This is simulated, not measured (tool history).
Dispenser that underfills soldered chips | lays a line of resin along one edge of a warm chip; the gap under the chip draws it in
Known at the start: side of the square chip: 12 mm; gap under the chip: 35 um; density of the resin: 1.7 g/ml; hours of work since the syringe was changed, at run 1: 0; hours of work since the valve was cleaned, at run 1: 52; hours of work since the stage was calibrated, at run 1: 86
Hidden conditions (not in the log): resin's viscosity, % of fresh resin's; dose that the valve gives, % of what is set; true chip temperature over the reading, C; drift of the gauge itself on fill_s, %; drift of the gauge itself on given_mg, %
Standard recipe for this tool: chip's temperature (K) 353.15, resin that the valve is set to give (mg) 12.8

run   hour  chip's temperature (K)  resin that the valve is set to give (mg)  hours of work since the syringe was changed  hours of work since the valve was cleaned  hours of work since the stage was calibrated  time until the resin shows at the far edge (s)  resin that the valve gave (mg)
  1    0.0                  353.15                                      12.8                                            0                                         52                                            86                                           341.8                           12.40
  2    5.5                  365.15                                      12.8                                            4                                         55                                            90                                           317.6                           12.42
  3    9.0                  353.15                                      12.8                                            6                                         58                                            92                                           589.5                           12.22
      10.0  -- new syringe of resin
  4   12.3                  353.15                                      16.6                                            2                                         60                                            94                                           397.2                           15.97
  5   15.8                  353.15                                      14.9                                            4                                         62                                            96                                           484.6                           14.27
  6   18.4                  353.15                                      14.9                                            6                                         64                                            98                                           553.5                           14.23
      19.9  -- new syringe of resin
  7   21.8                  352.15                                      14.9                                            1                                         66                                           100                                           393.2                           14.19
  8   27.5                  352.15                                      13.7                                            5                                         70                                           104                                           549.6                           13.00
      29.6  -- new syringe of resin
  9   31.1                  352.15                                      13.7                                            1                                         72                                           106                                           366.7                           13.04
 10   34.7                  352.15                                      13.7                                            3                                         74                                           108                                           471.2                           13.03
      39.5  -- new syringe of resin
 11   40.7                  355.15                                      12.8                                            1                                         78                                           112                                           344.6                           12.03
 12   44.4                  355.15                                      12.8                                            3                                         80                                           115                                           426.4                           12.09
      49.5  -- new syringe of resin
 13   50.5                  355.15                                      12.8                                            1                                         84                                           119                                           332.1                           12.04
 14   55.9                  353.15                                      12.8                                            4                                         88                                           122                                           496.5                           12.00
 15   58.7                  353.15                                      12.8                                            6                                         90                                           124                                           593.8                           11.93
      59.5  -- new syringe of resin
      62.3  -- dispensing valve cleaned and set on the balance
 16   63.8                  353.15                                      12.8                                            2                                          1                                           126                                           412.9                           12.80
 17   66.6                  353.15                                      12.8                                            4                                          3                                           128                                           479.6                           12.74
      70.2  -- new syringe of resin
 18   72.0                  353.15                                      12.8                                            1                                          6                                           132                                           383.5                           12.68
 19   74.8                  353.15                                      12.8                                            3                                          8                                           134                                           448.9                           12.70
 20   78.8                  356.15                                      12.3                                            6                                         11                                           136                                           520.9                           12.19
      80.3  -- new syringe of resin
 21   81.8                  360.15                                      11.1                                            1                                         13                                           138                                           304.4                           10.92
 22   86.5                  360.15                                      11.1                                            4                                         16                                           141                                           392.1                           10.90
 23   89.7                  359.15                                      11.4                                            6                                         18                                           143                                           488.0                           11.20
      90.3  -- new syringe of resin
 24   95.3                  353.15                                      11.7                                            3                                         21                                           147                                           450.6                           11.47
 25   97.8                  361.15                                      13.5                                            5                                         23                                           148                                           399.9                           13.28
     100.1  -- new syringe of resin
 26  103.2                  350.15                                      15.9                                            2                                         26                                           152                                           448.0                           15.58
 27  108.2                  363.15                                      15.3                                            5                                         30                                           155                                           392.5                           14.95
     109.9  -- new syringe of resin
 28  112.4                  363.15                                      15.3                                            2                                         32                                           158                                           272.8                           14.92
 29  115.8                  364.15                                      14.6                                            4                                         34                                           160                                           320.2                           14.23
     119.6  -- new syringe of resin
 30  119.6                  354.15                                      12.8                                            0                                         37                                           162                                           326.4                           12.47
 31  123.2                  360.15                                      12.8                                            2                                         39                                           165                                           333.4                           12.39
 32  125.9                  364.15                                      13.9                                            4                                         41                                           166                                           334.1                           13.39
     129.7  -- new syringe of resin
 33  130.6                  364.15                                      13.9                                            1                                         44                                           169                                           242.4                           13.35
 34  133.4                  339.15                                      14.3                                            2                                         46                                           171                                           667.2                           13.86
 35  136.9                  362.15                                      13.6                                            5                                         48                                           174                                           375.9                           13.10
     139.4  -- new syringe of resin
 36  142.7                  362.15                                      13.6                                            2                                         52                                           177                                           297.2                           13.05
 37  145.5                  351.15                                      11.2                                            4                                         54                                           179                                           529.0                           10.75

Pick out some run-to-run changes in time until the resin shows at the far edge (s). Of each, how much would a tool without hidden state show as well, from the settings, what came in and chance, and how much is left for the hidden state and any gauge scatter not in both results compared?
Run 2 -> 3: chip's temperature (K) 365.15 -> 353.15. time until the resin shows at the far edge (s) +271.9: hidden state +153.4, all else +118.5.
Run 3 -> 4: resin that the valve is set to give (mg) 12.8 -> 16.6, new syringe of resin. time until the resin shows at the far edge (s) -192.3: hidden state -184.6, all else -7.7.
Run 6 -> 7: chip's temperature (K) 353.15 -> 352.15, new syringe of resin. time until the resin shows at the far edge (s) -160.3: hidden state -179.8, all else +19.5.
Run 20 -> 21: chip's temperature (K) 356.15 -> 360.15, resin that the valve is set to give (mg) 12.3 -> 11.1, new syringe of resin. time until the resin shows at the far edge (s) -216.5: hidden state -185.3, all else -31.2.
Run 33 -> 34: chip's temperature (K) 364.15 -> 339.15, resin that the valve is set to give (mg) 13.9 -> 14.3. time until the resin shows at the far edge (s) +424.8: hidden state +108.2, all else +316.6.
Run 34 -> 35: chip's temperature (K) 339.15 -> 362.15, resin that the valve is set to give (mg) 14.3 -> 13.6. time until the resin shows at the far edge (s) -291.3: hidden state +8.7, all else -300.0.
